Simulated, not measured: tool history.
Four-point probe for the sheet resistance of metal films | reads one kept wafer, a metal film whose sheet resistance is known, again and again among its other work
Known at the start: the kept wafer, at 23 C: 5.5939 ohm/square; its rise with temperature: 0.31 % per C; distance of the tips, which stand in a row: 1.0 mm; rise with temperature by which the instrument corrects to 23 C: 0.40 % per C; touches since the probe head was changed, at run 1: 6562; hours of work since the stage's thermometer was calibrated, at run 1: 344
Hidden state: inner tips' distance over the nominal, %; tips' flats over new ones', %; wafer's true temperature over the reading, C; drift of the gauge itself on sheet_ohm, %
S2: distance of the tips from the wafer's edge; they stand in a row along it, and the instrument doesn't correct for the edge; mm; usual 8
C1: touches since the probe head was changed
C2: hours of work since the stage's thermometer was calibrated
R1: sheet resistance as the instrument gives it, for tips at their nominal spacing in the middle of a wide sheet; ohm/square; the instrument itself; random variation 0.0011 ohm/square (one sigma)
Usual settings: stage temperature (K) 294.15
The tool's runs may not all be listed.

run 1 hour=0.0 | stage_temperature_(K)=294.15 S2=8 | C1=6562 C2=344 | R1=5.651518
run 2 hour=31.1 | stage_temperature_(K)=294.15 S2=21 | C1=6890 C2=357 | R1=5.610966
run 3 hour=67.2 | stage_temperature_(K)=294.15 S2=21 | C1=7270 C2=372 | R1=5.609914
run 4 hour=113.2 | stage_temperature_(K)=296.15 S2=21 | C1=7753 C2=391 | R1=5.599933
run 5 hour=157.8 | stage_temperature_(K)=294.15 S2=11 | C1=8223 C2=409 | R1=5.629232
run 6 hour=209.1 | stage_temperature_(K)=294.15 S2=8 | C1=8762 C2=430 | R1=5.649806
run 7 hour=261.7 | stage_temperature_(K)=295.15 S2=8 | C1=9316 C2=452 | R1=5.647324
run 8 hour=283.4 | stage_temperature_(K)=295.15 S2=8 | C1=9545 C2=461 | R1=5.644881
run 9 hour=331.8 | stage_temperature_(K)=295.15 S2=45 | C1=10054 C2=481 | R1=5.598350
run 10 hour=363.9 | stage_temperature_(K)=295.15 S2=45 | C1=10391 C2=494 | R1=5.602746
run 11 hour=401.5 | stage_temperature_(K)=294.15 S2=8 | C1=10787 C2=510 | R1=5.653593
run 12 hour=435.4 | stage_temperature_(K)=294.15 S2=8 | C1=11144 C2=524 | R1=5.649629
run 13 hour=468.5 | stage_temperature_(K)=294.15 S2=51 | C1=11492 C2=537 | R1=5.604779
run 14 hour=491.5 | stage_temperature_(K)=294.15 S2=23 | C1=11734 C2=547 | R1=5.610371
run 15 hour=544.1 | stage_temperature_(K)=294.15 S2=18 | C1=12288 C2=568 | R1=5.614347
run 16 hour=572.9 | stage_temperature_(K)=297.15 S2=8 | C1=12590 C2=580 | R1=5.633313
run 17 hour=611.8 | stage_temperature_(K)=294.15 S2=31 | C1=13000 C2=596 | R1=5.607311
run 18 hour=636.2 | stage_temperature_(K)=294.15 S2=31 | C1=13257 C2=606 | R1=5.606014
run 19 hour=667.9 | stage_temperature_(K)=298.15 S2=8 | C1=13590 C2=619 | R1=5.629426
run 20 hour=703.7 | stage_temperature_(K)=298.15 S2=8 | C1=13967 C2=634 | R1=5.631386
run 21 hour=730.5 | stage_temperature_(K)=298.15 S2=8 | C1=14249 C2=645 | R1=5.630002
run 22 hour=780.9 | stage_temperature_(K)=298.15 S2=8 | C1=14779 C2=666 | R1=5.629007
run 23 hour=805.8 | stage_temperature_(K)=298.15 S2=8 | C1=15041 C2=676 | R1=5.630256
run 24 hour=840.2 | stage_temperature_(K)=298.15 S2=25 | C1=15403 C2=690 | R1=5.586292
run 25 hour=868.3 | stage_temperature_(K)=298.15 S2=9 | C1=15699 C2=702 | R1=5.620807
run 26 hour=912.8 | stage_temperature_(K)=300.15 S2=9 | C1=16167 C2=720 | R1=5.610376
run 27 hour=963.6 | stage_temperature_(K)=300.15 S2=9 | C1=16702 C2=741 | R1=5.610285
run 28 hour=1010.7 | stage_temperature_(K)=292.15 S2=9 | C1=17197 C2=760 | R1=5.652479
run 29 hour=1046.5 | stage_temperature_(K)=292.15 S2=9 | C1=17574 C2=775 | R1=5.653059
run 30 hour=1086.3 | stage_temperature_(K)=294.15 S2=48 | C1=17993 C2=792 | R1=5.606056
run 31 hour=1125.6 | stage_temperature_(K)=291.15 S2=47 | C1=18406 C2=808 | R1=5.621320
run 32 hour=1177.4 | stage_temperature_(K)=292.15 S2=4 | C1=18952 C2=829 | R1=5.797237
run 33 hour=1208.1 | stage_temperature_(K)=292.15 S2=4 | C1=19274 C2=842 | R1=5.796734
run 34 hour=1243.1 | stage_temperature_(K)=297.15 S2=46 | C1=19643 C2=856 | R1=5.589462
run 35 hour=1292.3 | stage_temperature_(K)=303.15 S2=6 | C1=20160 C2=876 | R1=5.642787
run 36 hour=1340.4 | stage_temperature_(K)=297.15 S2=12 | C1=20667 C2=896 | R1=5.611183
run 37 hour=1362.7 | stage_temperature_(K)=293.15 S2=17 | C1=20901 C2=905 | R1=5.618742
run 38 hour=1387.5 | stage_temperature_(K)=294.15 S2=66 | C1=21162 C2=916 | R1=5.605364
run 39 hour=1440.5 | stage_temperature_(K)=294.15 S2=66 | C1=21720 C2=938 | R1=5.604725
run 40 hour=1465.9 | stage_temperature_(K)=294.15 S2=66 | C1=21987 C2=948 | R1=5.605459
run 41 hour=1495.1 | stage_temperature_(K)=297.15 S2=61 | C1=22295 C2=960 | R1=5.588974
run 42 hour=1547.8 | stage_temperature_(K)=297.15 S2=61 | C1=22849 C2=982 | R1=5.589240
run 43 hour=1573.8 | stage_temperature_(K)=292.15 S2=60 | C1=23123 C2=992 | R1=5.616769
run 44 hour=1614.3 | stage_temperature_(K)=305.15 S2=60 | C1=23548 C2=1009 | R1=5.548849

Forecast each of these 4 alternatives for the next run:
run A hour=1663.0 | stage_temperature_(K)=302.15 S2=28 | C1=24061 C2=1029 | R1=?
run B hour=1663.0 | stage_temperature_(K)=301.15 S2=4 | C1=24061 C2=1029 | R1=?
run C hour=1663.0 | stage_temperature_(K)=305.15 S2=60 | C1=24061 C2=1029 | R1=?
run D hour=1663.0 | stage_temperature_(K)=304.15 S2=30 | C1=24061 C2=1029 | R1=?

run=A R1=5.565175
run=B R1=5.748685
run=C R1=5.549085
run=D R1=5.555788
Without the tool's hidden state the same runs would have given:
run=A R1=5.565256
run=B R1=5.748768
run=C R1=5.549167
run=D R1=5.555870
